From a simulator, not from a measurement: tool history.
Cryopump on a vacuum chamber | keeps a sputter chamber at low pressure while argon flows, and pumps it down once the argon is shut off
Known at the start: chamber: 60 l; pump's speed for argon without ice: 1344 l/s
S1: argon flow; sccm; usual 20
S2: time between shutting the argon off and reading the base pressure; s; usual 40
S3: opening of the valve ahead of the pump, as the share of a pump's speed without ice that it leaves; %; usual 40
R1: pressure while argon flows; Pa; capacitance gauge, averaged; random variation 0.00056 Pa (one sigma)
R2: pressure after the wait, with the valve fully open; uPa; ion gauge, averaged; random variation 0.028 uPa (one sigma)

{"run": 1, "hour": 0.0, "S1": 20, "S2": 40, "S3": 40, "R1": 0.0662, "R2": 1.51}
{"run": 2, "hour": 31.5, "S1": 31, "S2": 40, "S3": 40, "R1": 0.1024, "R2": 1.5}
{"run": 3, "hour": 96.8, "S1": 31, "S2": 40, "S3": 40, "R1": 0.1033, "R2": 1.4}
{"run": 4, "hour": 162.0, "S1": 31, "S2": 40, "S3": 40, "R1": 0.1036, "R2": 1.49}
{"run": 5, "hour": 211.7, "S1": 31, "S2": 40, "S3": 40, "R1": 0.1042, "R2": 1.48}
{"run": 6, "hour": 243.7, "S1": 31, "S2": 40, "S3": 40, "R1": 0.1049, "R2": 1.51}
{"run": 7, "hour": 297.3, "S1": 20, "S2": 89, "S3": 40, "R1": 0.068, "R2": 0.92}
{"run": 8, "hour": 335.9, "S1": 20, "S2": 89, "S3": 40, "R1": 0.0687, "R2": 0.96}
{"run": 9, "hour": 379.1, "S1": 20, "S2": 89, "S3": 40, "R1": 0.0692, "R2": 0.92}
{"run": 10, "hour": 447.9, "S1": 14, "S2": 40, "S3": 40, "R1": 0.0475, "R2": 1.57}
{"run": 11, "hour": 480.5, "S1": 14, "S2": 40, "S3": 40, "R1": 0.0479, "R2": 1.65}
{"run": 12, "hour": 539.8, "S1": 25, "S2": 40, "S3": 40, "R1": 0.0866, "R2": 1.64}
{"run": 13, "hour": 579.3, "S1": 25, "S2": 40, "S3": 40, "R1": 0.0885, "R2": 1.65}
{"run": 14, "hour": 646.0, "S1": 25, "S2": 40, "S3": 40, "R1": 0.0877, "R2": 1.66}
{"run": 15, "hour": 679.8, "S1": 10, "S2": 40, "S3": 40, "R1": 0.0348, "R2": 1.67}
{"run": 16, "hour": 740.5, "S1": 10, "S2": 40, "S3": 40, "R1": 0.0352, "R2": 1.69}
{"run": 17, "hour": 797.7, "S1": 10, "S2": 40, "S3": 40, "R1": 0.0353, "R2": 1.72}
{"hour": 808.3, "done": "pump warmed up, emptied and cooled again"}
{"run": 18, "hour": 850.8, "S1": 20, "S2": 22, "S3": 16, "R1": 0.159, "R2": 2.51}
{"run": 19, "hour": 881.3, "S1": 20, "S2": 71, "S3": 16, "R1": 0.1579, "R2": 1.12}
{"run": 20, "hour": 935.4, "S1": 11, "S2": 143, "S3": 26, "R1": 0.055, "R2": 0.82}
{"run": 21, "hour": 984.4, "S1": 33, "S2": 146, "S3": 19, "R1": 0.2219, "R2": 0.82}
{"run": 22, "hour": 1033.0, "S1": 33, "S2": 146, "S3": 19, "R1": 0.222, "R2": 0.8}
{"run": 23, "hour": 1074.3, "S1": 20, "S2": 206, "S3": 40, "R1": 0.0657, "R2": 0.75}
{"run": 24, "hour": 1125.9, "S1": 20, "S2": 28, "S3": 40, "R1": 0.0651, "R2": 2.19}
{"run": 25, "hour": 1193.2, "S1": 33, "S2": 70, "S3": 18, "R1": 0.2349, "R2": 1.23}
{"run": 26, "hour": 1230.1, "S1": 33, "S2": 259, "S3": 18, "R1": 0.2365, "R2": 0.79}
{"run": 27, "hour": 1259.3, "S1": 33, "S2": 20, "S3": 16, "R1": 0.2672, "R2": 2.91}
{"run": 28, "hour": 1309.0, "S1": 33, "S2": 20, "S3": 16, "R1": 0.2645, "R2": 2.83}
{"run": 29, "hour": 1363.6, "S1": 32, "S2": 204, "S3": 17, "R1": 0.2412, "R2": 0.82}
{"run": 30, "hour": 1422.7, "S1": 32, "S2": 204, "S3": 17, "R1": 0.2441, "R2": 0.83}
{"run": 31, "hour": 1491.1, "S1": 29, "S2": 67, "S3": 41, "R1": 0.0954, "R2": 1.33}
{"run": 32, "hour": 1531.1, "S1": 29, "S2": 67, "S3": 41, "R1": 0.0954, "R2": 1.4}
{"run": 33, "hour": 1595.6, "S1": 29, "S2": 67, "S3": 41, "R1": 0.0969, "R2": 1.35}

Forecast each of these 3 alternatives for the next run:
{"run": "A", "hour": 1624.6, "S1": 22, "S2": 40, "S3": 40, "R1": "?", "R2": "?"}
{"run": "B", "hour": 1624.6, "S1": 16, "S2": 280, "S3": 22, "R1": "?", "R2": "?"}
{"run": "C", "hour": 1624.6, "S1": 29, "S2": 168, "S3": 16, "R1": "?", "R2": "?"}

run=A R1=0.0748 R2=1.85
run=B R1=0.0962 R2=0.89
run=C R1=0.2361 R2=0.95
Without the tool's hidden state the same runs would have given:
run=A R1=0.0690 R2=1.35
run=B R1=0.0920 R2=0.39
run=C R1=0.2285 R2=0.47
